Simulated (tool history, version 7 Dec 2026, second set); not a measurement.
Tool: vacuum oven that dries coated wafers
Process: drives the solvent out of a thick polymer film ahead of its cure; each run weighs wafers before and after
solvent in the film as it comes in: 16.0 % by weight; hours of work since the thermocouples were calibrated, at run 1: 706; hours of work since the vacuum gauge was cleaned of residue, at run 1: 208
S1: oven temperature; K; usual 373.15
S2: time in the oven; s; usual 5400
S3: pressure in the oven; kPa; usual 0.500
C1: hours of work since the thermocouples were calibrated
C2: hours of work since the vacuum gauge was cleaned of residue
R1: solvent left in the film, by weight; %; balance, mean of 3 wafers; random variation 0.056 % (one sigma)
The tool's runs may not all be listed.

{"run": 1, "hour": 0.0, "S1": 373.15, "S2": 5400, "S3": 0.5, "C1": 706, "C2": 208, "R1": 2.7}
{"run": 2, "hour": 6.4, "S1": 373.15, "S2": 5400, "S3": 0.5, "C1": 711, "C2": 212, "R1": 2.53}
{"run": 3, "hour": 14.8, "S1": 373.15, "S2": 5400, "S3": 0.315, "C1": 716, "C2": 218, "R1": 2.55}
{"run": 4, "hour": 23.9, "S1": 373.15, "S2": 5400, "S3": 0.315, "C1": 723, "C2": 224, "R1": 2.54}
{"run": 5, "hour": 29.2, "S1": 361.15, "S2": 5400, "S3": 0.315, "C1": 726, "C2": 228, "R1": 5.41}
{"run": 6, "hour": 38.8, "S1": 361.15, "S2": 5400, "S3": 0.315, "C1": 733, "C2": 235, "R1": 5.41}
{"run": 7, "hour": 44.1, "S1": 373.15, "S2": 5400, "S3": 0.5, "C1": 737, "C2": 238, "R1": 2.57}
{"run": 8, "hour": 55.7, "S1": 373.15, "S2": 5400, "S3": 0.5, "C1": 745, "C2": 246, "R1": 2.67}
{"run": 9, "hour": 61.5, "S1": 373.15, "S2": 5400, "S3": 0.5, "C1": 749, "C2": 250, "R1": 2.64}
{"run": 10, "hour": 68.2, "S1": 373.15, "S2": 5400, "S3": 0.5, "C1": 754, "C2": 255, "R1": 2.66}
{"run": 11, "hour": 80.0, "S1": 373.15, "S2": 5400, "S3": 0.5, "C1": 762, "C2": 263, "R1": 2.54}
{"run": 12, "hour": 87.1, "S1": 373.15, "S2": 5400, "S3": 0.5, "C1": 767, "C2": 268, "R1": 2.63}
{"run": 13, "hour": 98.7, "S1": 373.15, "S2": 5400, "S3": 0.5, "C1": 775, "C2": 276, "R1": 2.66}
{"run": 14, "hour": 107.7, "S1": 373.15, "S2": 5400, "S3": 0.5, "C1": 781, "C2": 282, "R1": 2.69}
{"run": 15, "hour": 119.8, "S1": 373.15, "S2": 5400, "S3": 0.5, "C1": 789, "C2": 291, "R1": 2.55}
{"run": 16, "hour": 128.4, "S1": 373.15, "S2": 5400, "S3": 0.5, "C1": 795, "C2": 297, "R1": 2.62}
{"run": 17, "hour": 138.9, "S1": 373.15, "S2": 7260, "S3": 0.5, "C1": 803, "C2": 304, "R1": 1.61}
{"run": 18, "hour": 146.5, "S1": 373.15, "S2": 7260, "S3": 0.5, "C1": 808, "C2": 309, "R1": 1.52}
{"run": 19, "hour": 152.2, "S1": 373.15, "S2": 5400, "S3": 1.113, "C1": 812, "C2": 313, "R1": 2.98}
{"run": 20, "hour": 163.8, "S1": 373.15, "S2": 5400, "S3": 1.113, "C1": 820, "C2": 321, "R1": 2.83}
{"run": 21, "hour": 175.5, "S1": 373.15, "S2": 5400, "S3": 1.113, "C1": 828, "C2": 330, "R1": 3.0}
{"run": 22, "hour": 186.1, "S1": 373.15, "S2": 5400, "S3": 1.113, "C1": 836, "C2": 337, "R1": 2.87}
{"run": 23, "hour": 195.0, "S1": 373.15, "S2": 5400, "S3": 1.728, "C1": 842, "C2": 343, "R1": 3.24}
{"run": 24, "hour": 201.9, "S1": 373.15, "S2": 5400, "S3": 1.728, "C1": 847, "C2": 348, "R1": 3.28}
{"run": 25, "hour": 207.2, "S1": 360.15, "S2": 5400, "S3": 1.005, "C1": 850, "C2": 352, "R1": 6.17}
{"run": 26, "hour": 212.8, "S1": 381.15, "S2": 5400, "S3": 0.5, "C1": 854, "C2": 355, "R1": 1.12}
{"run": 27, "hour": 219.8, "S1": 381.15, "S2": 5400, "S3": 0.5, "C1": 859, "C2": 360, "R1": 1.21}
{"run": 28, "hour": 224.9, "S1": 361.15, "S2": 5400, "S3": 1.118, "C1": 863, "C2": 364, "R1": 5.87}
{"run": 29, "hour": 232.2, "S1": 361.15, "S2": 5400, "S3": 1.118, "C1": 868, "C2": 369, "R1": 5.89}
{"run": 30, "hour": 242.3, "S1": 361.15, "S2": 5400, "S3": 1.118, "C1": 875, "C2": 376, "R1": 5.85}
{"run": 31, "hour": 254.1, "S1": 361.15, "S2": 5400, "S3": 1.118, "C1": 883, "C2": 384, "R1": 5.91}
{"run": 32, "hour": 264.0, "S1": 361.15, "S2": 5400, "S3": 1.118, "C1": 890, "C2": 391, "R1": 5.91}
{"run": 33, "hour": 271.0, "S1": 383.15, "S2": 5880, "S3": 0.728, "C1": 895, "C2": 396, "R1": 0.85}
{"run": 34, "hour": 282.1, "S1": 373.15, "S2": 5220, "S3": 0.519, "C1": 902, "C2": 404, "R1": 2.71}
{"run": 35, "hour": 288.4, "S1": 362.15, "S2": 3000, "S3": 1.377, "C1": 907, "C2": 408, "R1": 8.32}
{"run": 36, "hour": 299.1, "S1": 368.15, "S2": 3660, "S3": 0.5, "C1": 914, "C2": 415, "R1": 5.48}
{"run": 37, "hour": 309.6, "S1": 368.15, "S2": 3660, "S3": 0.5, "C1": 921, "C2": 423, "R1": 5.4}
{"run": 38, "hour": 319.0, "S1": 368.15, "S2": 3960, "S3": 0.262, "C1": 928, "C2": 429, "R1": 4.95}
{"run": 39, "hour": 328.7, "S1": 368.15, "S2": 8040, "S3": 1.209, "C1": 935, "C2": 436, "R1": 2.48}
{"run": 40, "hour": 337.5, "S1": 382.15, "S2": 4020, "S3": 0.301, "C1": 941, "C2": 442, "R1": 1.85}
{"run": 41, "hour": 346.9, "S1": 388.15, "S2": 3240, "S3": 0.333, "C1": 947, "C2": 449, "R1": 1.64}
{"run": 42, "hour": 357.2, "S1": 388.15, "S2": 3240, "S3": 0.333, "C1": 954, "C2": 456, "R1": 1.66}
{"run": 43, "hour": 365.8, "S1": 373.15, "S2": 7200, "S3": 0.5, "C1": 960, "C2": 462, "R1": 1.53}
{"run": 44, "hour": 373.5, "S1": 373.15, "S2": 3000, "S3": 0.5, "C1": 966, "C2": 467, "R1": 5.17}
{"run": 45, "hour": 379.4, "S1": 363.15, "S2": 6360, "S3": 0.34, "C1": 970, "C2": 471, "R1": 4.03}
{"run": 46, "hour": 386.1, "S1": 363.15, "S2": 4800, "S3": 0.5, "C1": 975, "C2": 476, "R1": 5.54}
{"run": 47, "hour": 393.4, "S1": 359.15, "S2": 3000, "S3": 1.451, "C1": 980, "C2": 481, "R1": 8.8}
{"run": 48, "hour": 400.7, "S1": 375.15, "S2": 3780, "S3": 0.372, "C1": 985, "C2": 486, "R1": 3.63}

3 ways to go on from here, each from the tool as it stands after run 48. What would each give?
{"run": "A", "hour": 408.3, "S1": 388.15, "S2": 2940, "S3": 1.156, "C1": 990, "C2": 491, "R1": "?"}
{"run": "B", "hour": 408.3, "S1": 366.15, "S2": 3600, "S3": 0.5, "C1": 990, "C2": 491, "R1": "?"}
{"run": "C", "hour": 408.3, "S1": 366.15, "S2": 4380, "S3": 0.684, "C1": 990, "C2": 491, "R1": "?"}

run=A R1=2.24
run=B R1=6.12
run=C R1=5.32
Without the tool's hidden state the same runs would have given:
run=A R1=2.24
run=B R1=6.11
run=C R1=5.31
